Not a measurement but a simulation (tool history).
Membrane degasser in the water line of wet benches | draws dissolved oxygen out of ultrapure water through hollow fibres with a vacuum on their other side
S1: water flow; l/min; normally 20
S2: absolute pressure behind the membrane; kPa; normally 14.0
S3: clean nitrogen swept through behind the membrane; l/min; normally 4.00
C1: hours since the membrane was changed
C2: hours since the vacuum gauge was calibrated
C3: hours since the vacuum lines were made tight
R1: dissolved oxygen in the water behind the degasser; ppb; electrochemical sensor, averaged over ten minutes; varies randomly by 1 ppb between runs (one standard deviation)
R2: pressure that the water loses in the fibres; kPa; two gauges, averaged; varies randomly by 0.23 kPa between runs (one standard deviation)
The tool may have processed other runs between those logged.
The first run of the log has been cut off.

run,hour,S1,S2,S3,C1,C2,C3,R1,R2
2,51.2,20,19.0,4.00,1706,3308,6385,199.2,60.10
3,100.2,20,19.0,4.00,1755,3358,6434,197.8,59.90
4,148.8,20,19.0,4.00,1804,3406,6483,194.0,60.24
5,190.2,20,14.0,4.00,1845,3448,6524,137.4,60.07
6,257.0,20,14.0,4.00,1912,3514,6591,136.0,59.98
7,320.6,21,14.0,4.00,1975,3578,6654,144.7,63.12
8,356.2,20,14.0,9.38,2011,3614,6690,61.7,59.97
9,405.2,20,14.0,9.38,2060,3663,6739,62.7,60.37
# hour 411.5: vacuum gauge calibrated
10,445.3,20,14.0,4.00,2100,34,6779,134.8,60.48
11,496.1,20,12.3,4.00,2151,85,6830,117.8,59.88
12,540.8,20,12.3,4.00,2195,129,6874,118.6,60.45
13,599.9,20,12.3,4.00,2254,188,6933,118.6,60.09
14,661.2,20,12.3,4.00,2316,250,6995,117.7,60.42
15,720.9,20,14.0,1.71,2375,309,7054,300.5,60.87
# hour 728.3: vacuum gauge calibrated, once more
16,750.9,20,14.0,4.00,2405,23,7084,135.6,60.24
17,793.8,22,23.7,4.00,2448,65,7127,273.3,66.74
18,842.2,20,19.8,2.40,2496,114,7175,328.2,60.67
19,902.0,20,19.8,2.40,2556,174,7235,327.4,60.12
20,931.7,20,32.6,2.33,2586,203,7265,577.9,60.26
21,966.2,17,28.7,5.22,2620,238,7299,210.1,51.61
22,1014.3,13,34.4,4.00,2668,286,7347,250.8,39.06
23,1050.6,14,10.9,3.13,2705,322,7384,89.4,42.49
24,1084.3,14,10.9,3.13,2738,356,7417,87.0,42.40
25,1145.3,28,19.2,2.92,2799,417,7478,362.1,84.39
26,1184.0,28,19.2,2.92,2838,456,7517,360.5,84.56

Run 27 has not been measured yet. What should we expect?
27,1251.0,21,19.2,11.91,2905,523,7584,?,?

Run 27 came out at R1 76.6 ppb, R2 63.33 kPa.
If the tool had no hidden condition, the same run with the same run-to-run variation would have returned R1 74.4 ppb, R2 62.46 kPa.
